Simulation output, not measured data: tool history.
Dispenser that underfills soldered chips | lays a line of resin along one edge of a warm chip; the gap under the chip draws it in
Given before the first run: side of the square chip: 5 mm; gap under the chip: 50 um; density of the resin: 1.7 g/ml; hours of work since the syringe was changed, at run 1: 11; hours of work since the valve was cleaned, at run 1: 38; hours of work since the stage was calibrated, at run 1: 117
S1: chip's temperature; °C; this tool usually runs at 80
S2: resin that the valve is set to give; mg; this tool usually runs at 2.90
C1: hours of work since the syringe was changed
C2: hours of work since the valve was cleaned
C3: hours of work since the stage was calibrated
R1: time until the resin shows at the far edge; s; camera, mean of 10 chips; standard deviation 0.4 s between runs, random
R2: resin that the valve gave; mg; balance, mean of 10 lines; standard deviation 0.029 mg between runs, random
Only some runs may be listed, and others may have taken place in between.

run,hour,S1,S2,C1,C2,C3,R1,R2
1,0.0,80,2.90,11,38,117,43.5,2.77
# hour 1.8: new syringe of resin
2,4.1,80,2.90,2,41,120,29.2,2.73
3,9.9,80,2.90,5,45,124,33.8,2.82
4,15.1,80,2.90,9,48,127,39.2,2.84
# hour 20.6: new syringe of resin
5,21.2,80,2.90,0,52,131,27.8,2.74
6,25.8,80,2.90,3,55,134,32.5,2.74
7,32.0,80,2.90,8,59,138,38.4,2.77
# hour 39.2: new syringe of resin
8,39.5,80,2.90,0,64,143,27.2,2.79
9,43.2,80,2.90,3,66,145,30.0,2.70
10,47.7,80,2.90,6,69,148,34.1,2.73
11,51.3,80,2.90,8,71,151,38.8,2.84
# hour 58.0: new syringe of resin
12,60.3,80,2.90,1,77,156,30.0,2.70
13,66.9,86,2.90,6,82,161,26.5,2.70
14,73.0,86,2.90,10,86,165,31.8,2.70
# hour 76.5: new syringe of resin
15,78.1,72,2.90,1,89,168,43.9,2.67
16,82.4,72,2.90,4,92,171,50.3,2.73
17,89.4,92,2.53,9,96,175,24.3,2.28
# hour 95.0: new syringe of resin
# hour 96.0: dispensing valve cleaned and set on the balance
18,97.5,80,3.41,1,1,180,29.3,3.40
19,105.9,82,3.04,7,7,185,32.8,3.02
20,112.8,72,3.26,11,11,190,64.3,3.19
# hour 114.6: new syringe of resin
21,119.2,81,2.95,3,15,194,29.9,2.95
22,127.1,90,2.51,8,20,199,24.8,2.43
23,131.2,90,2.51,11,23,202,27.8,2.45
# hour 133.6: new syringe of resin
24,138.9,84,2.90,3,28,207,26.8,2.79
25,143.0,67,2.77,6,31,209,71.6,2.62
26,150.9,89,3.75,11,36,215,26.8,3.61
# hour 152.1: new syringe of resin
27,157.9,80,3.49,4,40,219,32.1,3.40
28,164.1,80,3.49,8,44,223,37.9,3.36
# hour 170.5: new syringe of resin
29,170.8,70,3.56,0,49,227,46.2,3.40

Some steps in R1 between neighbouring runs. How much of each would the tool show without its hidden state too (settings, what came in, random variation), and how much is left for the hidden state, with any gauge scatter that isn't in both results?
Hidden state at play: resin's viscosity, % of fresh resin's; dose that the valve gives, % of what is set; true chip temperature over the reading, C; drift of the gauge itself on fill_s, %; drift of the gauge itself on given_mg, %.
Run 19 -> 20: S1 82 -> 72, S2 3.04 -> 3.26. R1 +31.5 s: hidden state +16.6, all else +14.9.
Run 20 -> 21: S1 72 -> 81, S2 3.26 -> 2.95, new syringe of resin. R1 -34.4 s: hidden state -20.7, all else -13.7.
Run 24 -> 25: S1 84 -> 67, S2 2.90 -> 2.77. R1 +44.8 s: hidden state +14.3, all else +30.5.
Run 25 -> 26: S1 67 -> 89, S2 2.77 -> 3.75. R1 -44.8 s: hidden state -8.2, all else -36.6.
